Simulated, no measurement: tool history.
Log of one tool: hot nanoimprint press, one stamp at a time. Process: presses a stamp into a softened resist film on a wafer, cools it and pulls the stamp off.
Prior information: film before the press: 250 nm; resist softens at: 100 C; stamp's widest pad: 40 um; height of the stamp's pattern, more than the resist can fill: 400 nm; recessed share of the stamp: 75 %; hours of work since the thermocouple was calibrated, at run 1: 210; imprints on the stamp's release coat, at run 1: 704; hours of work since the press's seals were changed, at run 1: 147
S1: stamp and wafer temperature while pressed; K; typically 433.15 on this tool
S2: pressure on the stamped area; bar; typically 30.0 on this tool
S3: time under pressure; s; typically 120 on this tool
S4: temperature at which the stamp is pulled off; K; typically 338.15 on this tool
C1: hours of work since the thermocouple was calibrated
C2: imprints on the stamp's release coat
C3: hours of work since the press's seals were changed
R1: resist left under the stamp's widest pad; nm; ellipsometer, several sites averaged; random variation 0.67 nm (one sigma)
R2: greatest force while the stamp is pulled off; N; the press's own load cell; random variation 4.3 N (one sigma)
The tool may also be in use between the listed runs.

| run | hour | S1 | S2 | S3 | S4 | C1 | C2 | C3 | R1 | R2 |
|---|---|---|---|---|---|---|---|---|---|---|
| 1 | 0.0 | 433.15 | 30.0 | 120 | 338.15 | 210 | 704 | 147 | 113.7 | 241 |
| 2 | 6.0 | 433.15 | 30.0 | 120 | 338.15 | 213 | 718 | 149 | 114.8 | 245 |
| 3 | 15.0 | 433.15 | 30.0 | 120 | 338.15 | 217 | 739 | 153 | 113.6 | 253 |
| 4 | 23.9 | 433.15 | 30.0 | 120 | 338.15 | 220 | 761 | 157 | 114.8 | 258 |
| 5 | 34.1 | 433.15 | 30.0 | 120 | 338.15 | 225 | 785 | 161 | 114.0 | 263 |
| 6 | 42.0 | 433.15 | 30.0 | 120 | 338.15 | 228 | 804 | 165 | 114.5 | 246 |
| 7 | 53.5 | 433.15 | 30.0 | 120 | 338.15 | 233 | 831 | 170 | 115.2 | 252 |
| 8 | 59.7 | 433.15 | 30.0 | 120 | 338.15 | 236 | 846 | 172 | 114.0 | 259 |
| 9 | 66.3 | 433.15 | 38.5 | 120 | 338.15 | 239 | 862 | 175 | 102.0 | 248 |
| 10 | 76.3 | 433.15 | 38.5 | 66 | 338.15 | 243 | 886 | 179 | 128.2 | 255 |
| 11 | 87.3 | 433.15 | 30.0 | 120 | 330.15 | 248 | 912 | 184 | 115.1 | 323 |
| 12 | 94.2 | 433.15 | 30.0 | 120 | 333.15 | 250 | 928 | 187 | 113.3 | 292 |
| 13 | 99.7 | 433.15 | 30.0 | 72 | 338.15 | 253 | 941 | 189 | 138.2 | 258 |
| 14 | 111.9 | 433.15 | 30.0 | 72 | 338.15 | 258 | 970 | 194 | 137.6 | 257 |
| 15 | 120.4 | 433.15 | 30.0 | 72 | 338.15 | 262 | 991 | 198 | 138.4 | 259 |
| 16 | 126.0 | 433.15 | 30.0 | 72 | 338.15 | 264 | 1004 | 200 | 137.5 | 267 |
| 17 | 135.6 | 433.15 | 30.0 | 120 | 330.15 | 268 | 1027 | 205 | 116.0 | 321 |
| 18 | 142.5 | 433.15 | 30.0 | 120 | 330.15 | 271 | 1043 | 208 | 115.0 | 327 |
| 19 | 151.9 | 437.15 | 31.9 | 79 | 341.15 | 275 | 1066 | 212 | 106.8 | 249 |
| 20 | 158.8 | 433.15 | 28.8 | 120 | 331.15 | 278 | 1082 | 215 | 118.1 | 311 |
| 21 | 166.5 | 433.15 | 28.8 | 120 | 331.15 | 281 | 1100 | 218 | 117.3 | 336 |
| 22 | 177.1 | 433.15 | 28.8 | 120 | 331.15 | 286 | 1126 | 222 | 117.6 | 324 |
| 23 | 187.7 | 433.15 | 28.8 | 120 | 331.15 | 290 | 1151 | 227 | 118.1 | 328 |
| 24 | 198.0 | 445.15 | 30.0 | 120 | 323.15 | 295 | 1175 | 231 | 60.3 | 380 |
| 25 | 209.1 | 445.15 | 43.7 | 120 | 336.15 | 300 | 1202 | 236 | 49.7 | 284 |
| 26 | 217.6 | 445.15 | 43.7 | 84 | 336.15 | 303 | 1222 | 240 | 57.9 | 287 |
| 27 | 224.6 | 445.15 | 43.7 | 84 | 335.15 | 306 | 1239 | 243 | 57.7 | 305 |
| 28 | 231.1 | 432.15 | 35.7 | 100 | 329.15 | 309 | 1254 | 245 | 121.6 | 350 |
| 29 | 239.0 | 427.15 | 27.6 | 137 | 330.15 | 312 | 1273 | 249 | 156.5 | 345 |

Branching from run 29: 3 alternative next runs. What would each branch give?
| A | 249.8 | 427.15 | 41.8 | 187 | 330.15 | 317 | 1299 | 253 | ? | ? |
| B | 249.8 | 423.15 | 29.1 | 137 | 341.15 | 317 | 1299 | 253 | ? | ? |
| C | 249.8 | 427.15 | 27.6 | 137 | 337.15 | 317 | 1299 | 253 | ? | ? |

| run | R1 | R2 |
|---|---|---|
| A | 121.0 | 340 |
| B | 183.9 | 261 |
| C | 157.5 | 287 |
With the hidden condition removed and each run's random variation left untouched, the same runs would have given:
| run | R1 | R2 |
|---|---|---|
| A | 110.5 | 256 |
| B | 173.3 | 195 |
| C | 146.7 | 216 |
